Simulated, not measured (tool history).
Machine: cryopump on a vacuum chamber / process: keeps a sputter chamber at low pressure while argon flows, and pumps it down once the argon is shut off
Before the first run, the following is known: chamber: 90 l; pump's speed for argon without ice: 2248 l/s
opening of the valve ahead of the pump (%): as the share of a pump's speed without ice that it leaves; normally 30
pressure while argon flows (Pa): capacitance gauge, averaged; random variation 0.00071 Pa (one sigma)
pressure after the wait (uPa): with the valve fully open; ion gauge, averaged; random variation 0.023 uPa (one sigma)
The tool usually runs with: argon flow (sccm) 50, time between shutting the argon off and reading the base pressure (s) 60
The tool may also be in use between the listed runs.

run	hour	argon flow (sccm)	time between shutting the argon off and reading the base pressure (s)	opening of the valve ahead of the pump (%)	pressure while argon flows (Pa)	pressure after the wait (uPa)
1	0	50	60	30	0.1268	0.98
2	16.3	50	80	30	0.1269	0.81
3	30.8	67	60	30	0.1699	1.02
4	44.9	67	60	30	0.1686	1.03
5	60.2	50	47	30	0.1281	1.18
6	74.7	50	60	18	0.2108	1
7	90.2	50	60	30	0.1269	1.04
8	99.1	50	60	30	0.1276	1.03
9	106.2	50	60	15	0.254	1.02
10	118.9	50	60	15	0.2541	1.01
11	134.6	20	139	15	0.1003	0.63
12	143.5	50	54	55	0.0723	1.12
13	151.8	50	174	30	0.1287	0.59
14	162	50	125	16	0.238	0.68
15	175.7	31	133	49	0.05	0.65
16	190.9	31	133	49	0.0489	0.63
17	203.1	50	60	28	0.1366	0.99
18	210.5	20	60	28	0.055	1.05

Predict each of these 5 candidate next runs independently; none follows another, all start after run 18:
A	218.9	20	54	28	?	?
B	218.9	37	162	46	?	?
C	218.9	23	231	28	?	?
D	218.9	55	60	28	?	?
E	218.9	50	34	31	?	?

run	pressure while argon flows (Pa)	pressure after the wait (uPa)
A	0.0557	1.08
B	0.0626	0.59
C	0.0633	0.58
D	0.1518	1.07
E	0.124	1.55
What these runs would have given with no unlogged condition in the tool:
run	pressure while argon flows (Pa)	pressure after the wait (uPa)
A	0.0543	0.84
B	0.0599	0.34
C	0.0616	0.33
D	0.1479	0.82
E	0.1205	1.3

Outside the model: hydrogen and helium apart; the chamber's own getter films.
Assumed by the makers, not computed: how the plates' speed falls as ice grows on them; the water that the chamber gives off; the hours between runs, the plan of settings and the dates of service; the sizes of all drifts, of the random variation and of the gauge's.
